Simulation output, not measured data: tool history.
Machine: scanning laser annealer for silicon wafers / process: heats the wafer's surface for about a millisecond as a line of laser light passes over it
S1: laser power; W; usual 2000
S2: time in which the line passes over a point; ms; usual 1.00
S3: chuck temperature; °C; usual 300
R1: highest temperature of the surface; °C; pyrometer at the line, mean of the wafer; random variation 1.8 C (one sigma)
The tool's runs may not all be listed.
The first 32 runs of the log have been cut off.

| run | hour | S1 | S2 | S3 | R1 |
|---|---|---|---|---|---|
| 33 | 1396.3 | 1863 | 1.04 | 310 | 962 |
| 34 | 1436.1 | 1952 | 1.01 | 310 | 991 |
| 35 | 1474.7 | 1952 | 1.01 | 310 | 990 |
| 36 | 1516.9 | 1952 | 1.01 | 310 | 983 |
| 37 | 1569.9 | 1922 | 1.00 | 316 | 971 |
| 38 | 1601.1 | 1966 | 1.20 | 279 | 1020 |
| 39 | 1652.9 | 1966 | 1.20 | 279 | 1019 |
| 40 | 1706.3 | 1940 | 0.80 | 279 | 867 |
| 41 | 1743.2 | 1981 | 1.07 | 324 | 1020 |
| 42 | 1780.4 | 2139 | 1.05 | 289 | 1050 |

Forecast each of these 3 alternatives for the next run:
| A | 1813.2 | 2000 | 0.76 | 300 | ? |
| B | 1813.2 | 2139 | 1.05 | 335 | ? |
| C | 1813.2 | 2139 | 1.05 | 303 | ? |

| run | R1 |
|---|---|
| A | 889 |
| B | 1094 |
| C | 1062 |
Stripped of hidden state, with their random variation kept, the same runs would have yielded:
| run | R1 |
|---|---|
| A | 935 |
| B | 1152 |
| C | 1120 |

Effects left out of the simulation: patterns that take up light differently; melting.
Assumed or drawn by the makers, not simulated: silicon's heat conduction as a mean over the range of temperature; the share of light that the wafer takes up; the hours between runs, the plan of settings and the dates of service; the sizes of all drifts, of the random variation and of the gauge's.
